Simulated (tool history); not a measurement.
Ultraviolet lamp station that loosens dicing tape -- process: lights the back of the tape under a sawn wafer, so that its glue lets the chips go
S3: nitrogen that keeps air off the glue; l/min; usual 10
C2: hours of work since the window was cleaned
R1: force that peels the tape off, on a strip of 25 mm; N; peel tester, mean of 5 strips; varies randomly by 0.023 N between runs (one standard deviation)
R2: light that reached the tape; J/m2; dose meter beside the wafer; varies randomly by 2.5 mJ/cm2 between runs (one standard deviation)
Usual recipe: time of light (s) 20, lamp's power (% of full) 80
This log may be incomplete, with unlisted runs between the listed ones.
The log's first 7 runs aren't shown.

-- day=16.658 lamp changed
run 8 day=18.796 | time_of_light_(s)=20 lamp's_power_(%_of_full)=80 S3=10 | hours_of_work_of_the_lamp=28 C2=302 | R1=1.369 R2=2580
-- day=19.904 window cleaned of glue's vapour
run 9 day=20.500 | time_of_light_(s)=20 lamp's_power_(%_of_full)=80 S3=10 | hours_of_work_of_the_lamp=50 C2=8 | R1=1.470 R2=2470
run 10 day=23.221 | time_of_light_(s)=20 lamp's_power_(%_of_full)=80 S3=10 | hours_of_work_of_the_lamp=86 C2=44 | R1=1.439 R2=2480
-- day=26.225 window cleaned of glue's vapour, once more
run 11 day=26.450 | time_of_light_(s)=20 lamp's_power_(%_of_full)=80 S3=10 | hours_of_work_of_the_lamp=129 C2=3 | R1=1.260 R2=2610
run 12 day=27.854 | time_of_light_(s)=20 lamp's_power_(%_of_full)=80 S3=10 | hours_of_work_of_the_lamp=147 C2=22 | R1=1.268 R2=2610
run 13 day=30.746 | time_of_light_(s)=20 lamp's_power_(%_of_full)=64 S3=10 | hours_of_work_of_the_lamp=186 C2=60 | R1=2.043 R2=2070
run 14 day=32.683 | time_of_light_(s)=20 lamp's_power_(%_of_full)=64 S3=10 | hours_of_work_of_the_lamp=211 C2=85 | R1=2.088 R2=1950
run 15 day=34.258 | time_of_light_(s)=20 lamp's_power_(%_of_full)=64 S3=10 | hours_of_work_of_the_lamp=232 C2=106 | R1=2.195 R2=1980
run 16 day=36.708 | time_of_light_(s)=20 lamp's_power_(%_of_full)=64 S3=10 | hours_of_work_of_the_lamp=264 C2=138 | R1=2.153 R2=1960
run 17 day=39.179 | time_of_light_(s)=10 lamp's_power_(%_of_full)=80 S3=10 | hours_of_work_of_the_lamp=297 C2=171 | R1=4.148 R2=1200
run 18 day=41.929 | time_of_light_(s)=38 lamp's_power_(%_of_full)=80 S3=15 | hours_of_work_of_the_lamp=333 C2=207 | R1=0.317 R2=4440
run 19 day=45.196 | time_of_light_(s)=12 lamp's_power_(%_of_full)=66 S3=9 | hours_of_work_of_the_lamp=376 C2=251 | R1=4.558 R2=1160
run 20 day=48.358 | time_of_light_(s)=16 lamp's_power_(%_of_full)=70 S3=17 | hours_of_work_of_the_lamp=418 C2=292 | R1=2.737 R2=1550
-- day=50.333 window cleaned of glue's vapour
run 21 day=51.342 | time_of_light_(s)=16 lamp's_power_(%_of_full)=70 S3=17 | hours_of_work_of_the_lamp=457 C2=13 | R1=2.485 R2=1620
run 22 day=53.696 | time_of_light_(s)=24 lamp's_power_(%_of_full)=65 S3=6 | hours_of_work_of_the_lamp=488 C2=44 | R1=2.176 R2=2230
run 23 day=55.292 | time_of_light_(s)=18 lamp's_power_(%_of_full)=69 S3=5 | hours_of_work_of_the_lamp=509 C2=65 | R1=3.425 R2=1780
run 24 day=58.671 | time_of_light_(s)=14 lamp's_power_(%_of_full)=69 S3=8 | hours_of_work_of_the_lamp=554 C2=110 | R1=4.128 R2=1320
run 25 day=60.179 | time_of_light_(s)=14 lamp's_power_(%_of_full)=69 S3=8 | hours_of_work_of_the_lamp=574 C2=130 | R1=4.085 R2=1290
run 26 day=63.233 | time_of_light_(s)=28 lamp's_power_(%_of_full)=80 S3=4 | hours_of_work_of_the_lamp=614 C2=170 | R1=1.666 R2=2980
run 27 day=65.504 | time_of_light_(s)=20 lamp's_power_(%_of_full)=80 S3=6 | hours_of_work_of_the_lamp=644 C2=200 | R1=2.495 R2=2020
run 28 day=67.596 | time_of_light_(s)=20 lamp's_power_(%_of_full)=85 S3=11 | hours_of_work_of_the_lamp=672 C2=228 | R1=1.870 R2=2140
run 29 day=70.446 | time_of_light_(s)=18 lamp's_power_(%_of_full)=79 S3=5 | hours_of_work_of_the_lamp=710 C2=266 | R1=3.160 R2=1770
run 30 day=72.500 | time_of_light_(s)=32 lamp's_power_(%_of_full)=100 S3=4 | hours_of_work_of_the_lamp=737 C2=293 | R1=0.963 R2=3850
-- day=74.258 window cleaned of glue's vapour
run 31 day=75.092 | time_of_light_(s)=32 lamp's_power_(%_of_full)=100 S3=4 | hours_of_work_of_the_lamp=771 C2=11 | R1=0.856 R2=4050
run 32 day=77.446 | time_of_light_(s)=18 lamp's_power_(%_of_full)=61 S3=4 | hours_of_work_of_the_lamp=802 C2=42 | R1=4.627 R2=1340

4 options for the next run, each taken on its own from the tool as it stands now. Forecast them:
run A day=78.833 | time_of_light_(s)=30 lamp's_power_(%_of_full)=61 S3=4 | hours_of_work_of_the_lamp=820 C2=60 | R1=? R2=?
run B day=78.833 | time_of_light_(s)=20 lamp's_power_(%_of_full)=80 S3=15 | hours_of_work_of_the_lamp=820 C2=60 | R1=? R2=?
run C day=78.833 | time_of_light_(s)=31 lamp's_power_(%_of_full)=69 S3=13 | hours_of_work_of_the_lamp=820 C2=60 | R1=? R2=?
run D day=78.833 | time_of_light_(s)=28 lamp's_power_(%_of_full)=90 S3=18 | hours_of_work_of_the_lamp=820 C2=60 | R1=? R2=?

run=A R1=2.522 R2=2280
run=B R1=1.924 R2=1940
run=C R1=1.193 R2=2620
run=D R1=0.694 R2=3060
With the hidden condition removed and each run's random variation left untouched, the same runs would have given:
run=A R1=1.321 R2=3310
run=B R1=0.907 R2=2840
run=C R1=0.503 R2=3800
run=D R1=0.287 R2=4470

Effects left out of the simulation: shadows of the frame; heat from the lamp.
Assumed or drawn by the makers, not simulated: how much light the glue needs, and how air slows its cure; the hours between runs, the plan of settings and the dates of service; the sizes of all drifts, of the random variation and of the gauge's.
